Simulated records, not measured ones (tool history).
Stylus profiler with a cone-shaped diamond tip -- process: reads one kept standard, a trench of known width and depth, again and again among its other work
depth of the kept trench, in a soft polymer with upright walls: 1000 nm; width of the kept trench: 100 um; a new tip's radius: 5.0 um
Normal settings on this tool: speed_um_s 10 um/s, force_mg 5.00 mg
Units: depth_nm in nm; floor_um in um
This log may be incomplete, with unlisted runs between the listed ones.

run	hour	speed_um_s	force_mg	depth_nm	floor_um
1	0.0	10	5.00	1013.09	93.94
2	13.5	10	5.00	1012.70	93.92
3	28.1	10	5.00	1013.07	93.89
4	35.0	10	5.00	1012.95	93.90
5	45.9	18	5.00	1012.68	93.79
6	60.9	2	5.00	1012.87	93.87
7	74.6	2	5.00	1012.88	93.80
8	90.4	2	5.00	1012.82	93.80
9	105.8	2	5.00	1012.88	93.80
10	119.1	2	5.00	1012.80	93.73
11	126.9	10	1.91	1006.50	93.69
12	143.0	10	1.91	1006.54	93.67
13	157.9	10	1.91	1006.39	93.68
14	165.1	10	8.69	1018.68	93.73
15	179.0	10	8.69	1018.64	93.61
16	187.8	3	2.68	1008.24	93.59
17	194.5	3	14.59	1026.82	93.62
18	203.4	4	1.71	1005.95	93.59
19	217.5	4	1.71	1006.07	93.56
20	230.1	3	4.51	1011.89	93.55
21	244.9	22	2.17	1006.80	93.44
22	257.0	12	3.21	1009.18	93.45

Difference, measured minus no-hidden-state, one row per run. Run-to-run variation is common to both terms; the gauge's own scatter need not be:
The tool's hidden condition here consists of: radius of the tip, um; height scale over the true one, %; drift of the gauge itself on depth_nm, %; drift of the gauge itself on floor_um, %.
run	depth_nm	floor_um
1	-0.29	-0.03
2	-0.32	-0.06
3	-0.35	-0.09
4	-0.36	-0.09
5	-0.38	-0.12
6	-0.41	-0.14
7	-0.43	-0.17
8	-0.46	-0.20
9	-0.49	-0.22
10	-0.51	-0.25
11	-0.53	-0.27
12	-0.56	-0.30
13	-0.58	-0.32
14	-0.60	-0.34
15	-0.62	-0.36
16	-0.64	-0.37
17	-0.66	-0.39
18	-0.66	-0.41
19	-0.69	-0.43
20	-0.71	-0.45
21	-0.74	-0.48
22	-0.76	-0.50
